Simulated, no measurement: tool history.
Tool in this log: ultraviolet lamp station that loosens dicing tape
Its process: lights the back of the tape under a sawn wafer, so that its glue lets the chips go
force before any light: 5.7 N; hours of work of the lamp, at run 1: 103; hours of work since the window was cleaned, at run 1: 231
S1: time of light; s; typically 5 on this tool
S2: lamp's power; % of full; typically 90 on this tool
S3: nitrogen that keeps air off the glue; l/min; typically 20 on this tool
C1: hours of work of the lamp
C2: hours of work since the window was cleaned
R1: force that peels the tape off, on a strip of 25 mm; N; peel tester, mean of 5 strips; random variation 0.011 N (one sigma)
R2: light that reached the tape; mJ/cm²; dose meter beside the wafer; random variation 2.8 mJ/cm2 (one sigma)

Run 1, hour 0.0: usual settings; C1 103; C2 231. Result: R1 0.550 N, R2 346 mJ/cm².
Run 2, hour 14.8: usual settings; C1 110; C2 238. Result: R1 0.572 N, R2 352 mJ/cm².
Run 3, hour 36.6: usual settings; C1 120; C2 249. Result: R1 0.565 N, R2 345 mJ/cm².
Run 4, hour 52.7: usual settings; C1 128; C2 256. Result: R1 0.582 N, R2 347 mJ/cm².
Run 5, hour 68.2: usual settings; C1 135; C2 263. Result: R1 0.584 N, R2 344 mJ/cm².
Run 6, hour 80.3: usual settings; C1 141; C2 269. Result: R1 0.580 N, R2 343 mJ/cm².
Run 7, hour 90.5: usual settings but S3 7 l/min; C1 145; C2 274. Result: R1 1.106 N, R2 344 mJ/cm².
Run 8, hour 105.7: usual settings but S3 7 l/min; C1 153; C2 281. Result: R1 1.115 N, R2 339 mJ/cm².
At hour 109.0: window cleaned of glue's vapour.
Run 9, hour 128.0: usual settings; C1 163; C2 9. Result: R1 0.502 N, R2 372 mJ/cm².
Run 10, hour 138.8: usual settings; C1 168; C2 14. Result: R1 0.538 N, R2 370 mJ/cm².
Run 11, hour 161.3: usual settings but S1 4 s; C1 179; C2 25. Result: R1 0.766 N, R2 296 mJ/cm².
Run 12, hour 183.8: usual settings but S1 6 s; C1 189; C2 35. Result: R1 0.408 N, R2 430 mJ/cm².
Run 13, hour 194.1: usual settings; C1 194; C2 40. Result: R1 0.521 N, R2 366 mJ/cm².
Run 14, hour 208.1: usual settings; C1 201; C2 47. Result: R1 0.523 N, R2 364 mJ/cm².
Run 15, hour 222.2: usual settings; C1 207; C2 53. Result: R1 0.528 N, R2 359 mJ/cm².
Run 16, hour 238.5: usual settings; C1 215; C2 61. Result: R1 0.552 N, R2 364 mJ/cm².
Run 17, hour 260.3: usual settings but S3 18 l/min; C1 225; C2 71. Result: R1 0.542 N, R2 356 mJ/cm².
Run 18, hour 279.3: usual settings; C1 234; C2 80. Result: R1 0.543 N, R2 354 mJ/cm².
Run 19, hour 294.6: usual settings; C1 241; C2 87. Result: R1 0.550 N, R2 358 mJ/cm².
Run 20, hour 309.9: usual settings; C1 249; C2 95. Result: R1 0.546 N, R2 355 mJ/cm².
Run 21, hour 320.6: usual settings but S3 8 l/min; C1 254; C2 100. Result: R1 1.006 N, R2 357 mJ/cm².
Run 22, hour 337.5: usual settings but S3 8 l/min; C1 262; C2 108. Result: R1 1.008 N, R2 353 mJ/cm².
Run 23, hour 352.8: usual settings but S2 86 % of full, S3 8 l/min; C1 269; C2 115. Result: R1 1.059 N, R2 334 mJ/cm².
Run 24, hour 374.3: usual settings but S2 86 % of full, S3 8 l/min; C1 279; C2 125. Result: R1 1.075 N, R2 334 mJ/cm².
Run 25, hour 395.7: usual settings but S1 9 s, S2 82 % of full, S3 7 l/min; C1 289; C2 135. Result: R1 0.507 N, R2 567 mJ/cm².
Run 26, hour 417.9: usual settings but S2 74 % of full; C1 300; C2 146. Result: R1 0.782 N, R2 284 mJ/cm².
Run 27, hour 437.4: usual settings; C1 309; C2 155. Result: R1 0.590 N, R2 344 mJ/cm².
Run 28, hour 446.8: usual settings but S1 6 s, S3 10 l/min; C1 313; C2 159. Result: R1 0.670 N, R2 411 mJ/cm².
Run 29, hour 466.1: usual settings but S1 4 s, S2 84 % of full, S3 18 l/min; C1 322; C2 168. Result: R1 0.978 N, R2 258 mJ/cm².
Run 30, hour 486.3: usual settings but S2 72 % of full, S3 33 l/min; C1 332; C2 178. Result: R1 0.637 N, R2 277 mJ/cm².
Run 31, hour 508.3: usual settings but S2 72 % of full, S3 33 l/min; C1 342; C2 188. Result: R1 0.647 N, R2 276 mJ/cm².
Run 32, hour 518.2: usual settings but S2 77 % of full, S3 8 l/min; C1 347; C2 193. Result: R1 1.346 N, R2 290 mJ/cm².
Run 33, hour 533.0: usual settings but S1 3 s, S2 98 % of full, S3 27 l/min; C1 354; C2 200. Result: R1 0.992 N, R2 221 mJ/cm².
Run 34, hour 542.6: usual settings but S1 4 s, S2 97 % of full; C1 358; C2 204. Result: R1 0.782 N, R2 290 mJ/cm².
Run 35, hour 556.4: usual settings but S1 10 s; C1 365; C2 211. Result: R1 0.242 N, R2 675 mJ/cm².
Run 36, hour 577.7: usual settings but S1 4 s, S2 67 % of full, S3 30 l/min; C1 375; C2 221. Result: R1 1.086 N, R2 199 mJ/cm².
Run 37, hour 597.3: usual settings but S1 7 s, S2 67 % of full, S3 16 l/min; C1 384; C2 230. Result: R1 0.663 N, R2 343 mJ/cm².
Run 38, hour 612.5: usual settings but S1 10 s, S3 11 l/min; C1 391; C2 237. Result: R1 0.311 N, R2 666 mJ/cm².
Run 39, hour 625.4: usual settings but S2 86 % of full, S3 13 l/min; C1 397; C2 243. Result: R1 0.846 N, R2 316 mJ/cm².
Run 40, hour 636.8: usual settings but S1 2 s, S2 74 % of full, S3 34 l/min; C1 403; C2 249. Result: R1 2.066 N, R2 112 mJ/cm².
Run 41, hour 646.5: usual settings but S1 2 s, S2 74 % of full, S3 34 l/min; C1 407; C2 253. Result: R1 2.165 N, R2 108 mJ/cm².
Run 42, hour 659.5: usual settings but S1 2 s, S2 74 % of full, S3 34 l/min; C1 413; C2 260. Result: R1 2.197 N, R2 111 mJ/cm².

5 ways to go on from here, each from the tool as it stands after run 42. What would each give?
Run A, hour 673.8: usual settings but S1 4 s, S2 94 % of full, S3 30 l/min; C1 420; C2 266. Result: R1 ?, R2 ?.
Run B, hour 673.8: usual settings but S1 7 s; C1 420; C2 266. Result: R1 ?, R2 ?.
Run C, hour 673.8: usual settings but S1 10 s, S3 24 l/min; C1 420; C2 266. Result: R1 ?, R2 ?.
Run D, hour 673.8: usual settings but S1 2 s, S2 60 % of full, S3 15 l/min; C1 420; C2 266. Result: R1 ?, R2 ?.
Run E, hour 673.8: usual settings but S1 6 s, S2 79 % of full, S3 30 l/min; C1 420; C2 266. Result: R1 ?, R2 ?.

run     R1   R2
  A  0.652  275
  B  0.376  458
  C  0.242  656
  D  3.161   88
  E  0.456  351
Had the tool no hidden state, the same runs would have come out as:
run     R1   R2
  A  0.503  320
  B  0.311  535
  C  0.229  764
  D  2.875  103
  E  0.360  408

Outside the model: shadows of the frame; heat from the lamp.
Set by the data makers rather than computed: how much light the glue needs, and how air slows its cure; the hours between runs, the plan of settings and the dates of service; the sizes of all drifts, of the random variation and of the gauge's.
